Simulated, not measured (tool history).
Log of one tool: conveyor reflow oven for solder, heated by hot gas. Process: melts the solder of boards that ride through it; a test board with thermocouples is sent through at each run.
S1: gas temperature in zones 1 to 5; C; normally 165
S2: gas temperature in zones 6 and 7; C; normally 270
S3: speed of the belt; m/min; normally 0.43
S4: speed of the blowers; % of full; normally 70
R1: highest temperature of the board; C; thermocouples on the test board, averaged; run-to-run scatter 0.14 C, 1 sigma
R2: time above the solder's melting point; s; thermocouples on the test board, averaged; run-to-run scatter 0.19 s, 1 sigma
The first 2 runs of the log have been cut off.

{"run": 3, "hour": 13.6, "S1": 165, "S2": 270, "S3": 0.43, "S4": 70, "R1": 254, "R2": 70.9}
{"run": 4, "hour": 19.8, "S1": 165, "S2": 270, "S3": 0.43, "S4": 70, "R1": 254.2, "R2": 71.2}
{"run": 5, "hour": 25.0, "S1": 165, "S2": 270, "S3": 0.43, "S4": 70, "R1": 253.8, "R2": 71}
{"run": 6, "hour": 34.9, "S1": 165, "S2": 270, "S3": 0.43, "S4": 70, "R1": 254, "R2": 71.3}
{"run": 7, "hour": 43.4, "S1": 165, "S2": 270, "S3": 0.43, "S4": 70, "R1": 254, "R2": 71.2}
{"run": 8, "hour": 53.7, "S1": 165, "S2": 270, "S3": 0.43, "S4": 70, "R1": 253.7, "R2": 71.1}
{"run": 9, "hour": 63.5, "S1": 171, "S2": 270, "S3": 0.43, "S4": 70, "R1": 254.8, "R2": 74.5}
{"run": 10, "hour": 72.5, "S1": 171, "S2": 270, "S3": 0.43, "S4": 70, "R1": 254.9, "R2": 74.7}
{"run": 11, "hour": 80.0, "S1": 171, "S2": 270, "S3": 0.43, "S4": 70, "R1": 254.7, "R2": 74.5}
{"run": 12, "hour": 85.0, "S1": 165, "S2": 270, "S3": 0.43, "S4": 70, "R1": 253.8, "R2": 71.5}
{"run": 13, "hour": 89.4, "S1": 165, "S2": 270, "S3": 0.344, "S4": 70, "R1": 260.3, "R2": 98.2}
{"run": 14, "hour": 93.8, "S1": 165, "S2": 270, "S3": 0.344, "S4": 70, "R1": 260.4, "R2": 97.5}
{"run": 15, "hour": 100.8, "S1": 165, "S2": 270, "S3": 0.344, "S4": 70, "R1": 260.1, "R2": 97.7}
{"run": 16, "hour": 106.5, "S1": 165, "S2": 270, "S3": 0.344, "S4": 70, "R1": 260, "R2": 97.7}
{"run": 17, "hour": 111.3, "S1": 159, "S2": 267, "S3": 0.442, "S4": 70, "R1": 249.4, "R2": 62.4}

Run 18 has not been measured yet. What should we expect?
{"run": 18, "hour": 120.7, "S1": 165, "S2": 270, "S3": 0.375, "S4": 70, "R1": "?", "R2": "?"}

R1: 258 C
R2: 86.9 s
Had the tool carried no hidden state, the very same run would have given R1 258 C, R2 86.9 s.
